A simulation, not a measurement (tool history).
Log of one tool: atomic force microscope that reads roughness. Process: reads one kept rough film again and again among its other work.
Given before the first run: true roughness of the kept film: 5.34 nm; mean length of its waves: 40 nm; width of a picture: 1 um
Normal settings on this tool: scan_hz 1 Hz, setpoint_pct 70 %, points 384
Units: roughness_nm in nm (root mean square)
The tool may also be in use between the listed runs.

run 1 hour=0 | scan_hz=1 setpoint_pct=70 points=384 | roughness_nm=4.245
run 2 hour=18.2 | scan_hz=1 setpoint_pct=70 points=384 | roughness_nm=3.965
run 3 hour=29.6 | scan_hz=1 setpoint_pct=70 points=384 | roughness_nm=3.799
-- hour=31.7 new tip fitted
run 4 hour=39.4 | scan_hz=1 setpoint_pct=58 points=384 | roughness_nm=4.481
run 5 hour=57.2 | scan_hz=1 setpoint_pct=70 points=888 | roughness_nm=4.143
run 6 hour=73.3 | scan_hz=2.11 setpoint_pct=70 points=888 | roughness_nm=3.794
run 7 hour=81.7 | scan_hz=2.11 setpoint_pct=70 points=888 | roughness_nm=3.706
-- hour=85.6 new tip fitted
run 8 hour=91.5 | scan_hz=2.11 setpoint_pct=70 points=888 | roughness_nm=4.382
run 9 hour=105.6 | scan_hz=2.11 setpoint_pct=70 points=888 | roughness_nm=4.13
run 10 hour=115.2 | scan_hz=2.11 setpoint_pct=70 points=888 | roughness_nm=3.969
run 11 hour=131.7 | scan_hz=1 setpoint_pct=70 points=384 | roughness_nm=3.825
-- hour=139 new tip fitted
run 12 hour=148.2 | scan_hz=1 setpoint_pct=70 points=384 | roughness_nm=4.415
run 13 hour=160.2 | scan_hz=1 setpoint_pct=70 points=384 | roughness_nm=4.22
run 14 hour=176.8 | scan_hz=1 setpoint_pct=76 points=384 | roughness_nm=3.943
-- hour=192.7 new tip fitted
run 15 hour=196.9 | scan_hz=1.21 setpoint_pct=86 points=919 | roughness_nm=4.34
run 16 hour=213.2 | scan_hz=0.59 setpoint_pct=79 points=264 | roughness_nm=4.25
run 17 hour=228.7 | scan_hz=2.22 setpoint_pct=61 points=897 | roughness_nm=3.983
run 18 hour=241 | scan_hz=1.29 setpoint_pct=66 points=360 | roughness_nm=3.829

Run 19, settings as shown, results not yet in. Your forecast:
-- hour=245.9 new tip fitted
run 19 hour=255.1 | scan_hz=1.29 setpoint_pct=66 points=360 | roughness_nm=?

roughness_nm: 4.379 nm (root mean square)
Were there no unlogged condition in the tool, this run, its random variation unchanged, would have produced roughness_nm 4.57 nm (root mean square).
